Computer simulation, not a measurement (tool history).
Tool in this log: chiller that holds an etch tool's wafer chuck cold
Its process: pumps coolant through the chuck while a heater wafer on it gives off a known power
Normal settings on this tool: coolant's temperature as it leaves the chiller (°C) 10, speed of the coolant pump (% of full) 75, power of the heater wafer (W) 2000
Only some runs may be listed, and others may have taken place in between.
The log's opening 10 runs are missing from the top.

| run | hour | coolant's temperature as it leaves the chiller (°C) | speed of the coolant pump (% of full) | power of the heater wafer (W) | hours since the coolant was changed and the channels were flushed | hours since the pump was overhauled | hours since the chiller's thermometer was calibrated | chuck's temperature once it has settled (°C) | how much warmer the coolant comes back (C) |
|---|---|---|---|---|---|---|---|---|---|
| 11 | 1604.3 | 10 | 75 | 2000 | 2600 | 3278 | 5206 | 30.1 | 8.46 |
| 12 | 1788.7 | 10 | 75 | 2000 | 2784 | 3463 | 5391 | 30.2 | 8.51 |
|  | 1844.1 | chiller's thermometer calibrated |
| 13 | 1952.4 | 10 | 93 | 2000 | 2947 | 3625 | 108 | 25.8 | 6.93 |
|  | 1977.4 | coolant pump overhauled |
| 14 | 2152.1 | 10 | 93 | 2000 | 3142 | 175 | 303 | 27.2 | 7.52 |
| 15 | 2307.7 | 10 | 93 | 2000 | 3297 | 330 | 459 | 27.4 | 7.51 |
| 16 | 2461.9 | 10 | 93 | 2000 | 3452 | 484 | 613 | 27.6 | 7.63 |
| 17 | 2576.1 | 10 | 93 | 2000 | 3566 | 599 | 727 | 27.8 | 7.59 |
| 18 | 2795 | 10 | 68 | 1538 | 3785 | 818 | 946 | 28.2 | 8.04 |
|  | 2937.5 | coolant pump overhauled, once more |
|  | 2986.6 | coolant changed, channels flushed |
| 19 | 3024.5 | 4 | 68 | 2686 | 38 | 81 | 1164 | 26.3 | 11.2 |
| 20 | 3118.1 | 17 | 74 | 1701 | 131 | 175 | 1258 | 30.5 | 6.52 |
| 21 | 3321.4 | 12 | 73 | 2238 | 335 | 378 | 1461 | 30.2 | 8.79 |
| 22 | 3519.4 | 8 | 73 | 2238 | 533 | 576 | 1659 | 26.7 | 8.82 |
| 23 | 3730.3 | 10 | 79 | 2182 | 744 | 787 | 1870 | 27.2 | 8.01 |
| 24 | 3885.6 | 7 | 67 | 2894 | 899 | 942 | 2026 | 33.2 | 12.56 |
| 25 | 3986.1 | 7 | 67 | 2894 | 999 | 1043 | 2126 | 33.4 | 12.68 |
| 26 | 4158.9 | 10 | 75 | 1488 | 1172 | 1215 | 2299 | 22.9 | 5.91 |
| 27 | 4345.3 | 11 | 87 | 1249 | 1359 | 1402 | 2485 | 20.8 | 4.19 |
| 28 | 4507 | 11 | 87 | 1249 | 1520 | 1563 | 2647 | 21 | 4.33 |
| 29 | 4651.8 | 9 | 66 | 1345 | 1665 | 1708 | 2792 | 22.5 | 6.15 |
| 30 | 4807.3 | 11 | 89 | 1843 | 1821 | 1864 | 2947 | 25.6 | 6.29 |
| 31 | 4964.2 | 4 | 93 | 2043 | 1978 | 2021 | 3104 | 19.7 | 6.73 |

Below are 4 alternative next runs, each starting from the tool's condition after run 31. Predict each:
| A | 5191.2 | 19 | 75 | 2907 | 2205 | 2248 | 3331 | ? | ? |
| B | 5191.2 | 4 | 93 | 1680 | 2205 | 2248 | 3331 | ? | ? |
| C | 5191.2 | 17 | 88 | 2000 | 2205 | 2248 | 3331 | ? | ? |
| D | 5191.2 | 4 | 75 | 1171 | 2205 | 2248 | 3331 | ? | ? |

| run | chuck's temperature once it has settled (°C) | how much warmer the coolant comes back (C) |
|---|---|---|
| A | 45.4 | 11.85 |
| B | 17.5 | 5.55 |
| C | 33.4 | 7.07 |
| D | 15.4 | 4.82 |
Take away the tool's hidden state, keep each run's random variation, and the runs would have read:
| run | chuck's temperature once it has settled (°C) | how much warmer the coolant comes back (C) |
|---|---|---|
| A | 40.7 | 10.96 |
| B | 14.8 | 5.13 |
| C | 30.2 | 6.54 |
| D | 12.9 | 4.46 |

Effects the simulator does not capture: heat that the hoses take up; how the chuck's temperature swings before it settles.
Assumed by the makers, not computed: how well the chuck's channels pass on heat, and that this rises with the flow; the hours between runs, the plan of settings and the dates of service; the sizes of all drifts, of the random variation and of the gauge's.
